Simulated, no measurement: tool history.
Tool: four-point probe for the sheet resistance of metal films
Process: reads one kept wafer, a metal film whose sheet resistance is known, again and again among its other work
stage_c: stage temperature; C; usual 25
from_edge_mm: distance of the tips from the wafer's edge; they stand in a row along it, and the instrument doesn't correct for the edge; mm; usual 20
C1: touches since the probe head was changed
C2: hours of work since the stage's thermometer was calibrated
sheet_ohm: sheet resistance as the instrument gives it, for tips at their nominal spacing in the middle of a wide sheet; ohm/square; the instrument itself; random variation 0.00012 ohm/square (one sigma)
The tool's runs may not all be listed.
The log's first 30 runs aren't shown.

run 31 day=92.288 | stage_c=23 from_edge_mm=20 | C1=66430 C2=1809 | sheet_ohm=0.59803
run 32 day=94.517 | stage_c=34 from_edge_mm=32 | C1=67560 C2=1842 | sheet_ohm=0.59017
run 33 day=97.525 | stage_c=34 from_edge_mm=32 | C1=69088 C2=1885 | sheet_ohm=0.589875
run 34 day=100.092 | stage_c=35 from_edge_mm=10 | C1=70391 C2=1922 | sheet_ohm=0.594306
run 35 day=103.321 | stage_c=21 from_edge_mm=4 | C1=72031 C2=1969 | sheet_ohm=0.628722
run 36 day=105.317 | stage_c=24 from_edge_mm=42 | C1=73044 C2=1998 | sheet_ohm=0.596339
run 37 day=107.375 | stage_c=26 from_edge_mm=7 | C1=74090 C2=2028 | sheet_ohm=0.6048
run 38 day=109.617 | stage_c=20 from_edge_mm=19 | C1=75228 C2=2060 | sheet_ohm=0.599914
run 39 day=112.717 | stage_c=20 from_edge_mm=19 | C1=76801 C2=2105 | sheet_ohm=0.599946
run 40 day=116.708 | stage_c=20 from_edge_mm=19 | C1=78828 C2=2163 | sheet_ohm=0.600088
run 41 day=119.271 | stage_c=20 from_edge_mm=19 | C1=80129 C2=2200 | sheet_ohm=0.60019
run 42 day=122.696 | stage_c=20 from_edge_mm=19 | C1=81869 C2=2250 | sheet_ohm=0.600049
run 43 day=126.554 | stage_c=20 from_edge_mm=8 | C1=83828 C2=2306 | sheet_ohm=0.606613
run 44 day=130.258 | stage_c=27 from_edge_mm=7 | C1=85708 C2=2359 | sheet_ohm=0.603942
run 45 day=133.35 | stage_c=27 from_edge_mm=7 | C1=87278 C2=2404 | sheet_ohm=0.604181

Forecast each of these 3 alternatives for the next run:
run A day=137.379 | stage_c=20 from_edge_mm=7 | C1=89323 C2=2463 | sheet_ohm=?
run B day=137.379 | stage_c=26 from_edge_mm=64 | C1=89323 C2=2463 | sheet_ohm=?
run C day=137.379 | stage_c=27 from_edge_mm=10 | C1=89323 C2=2463 | sheet_ohm=?

run=A sheet_ohm=0.608728
run=B sheet_ohm=0.59456
run=C sheet_ohm=0.598807
Without the tool's hidden state the same runs would have given:
run=A sheet_ohm=0.611078
run=B sheet_ohm=0.596869
run=C sheet_ohm=0.601132
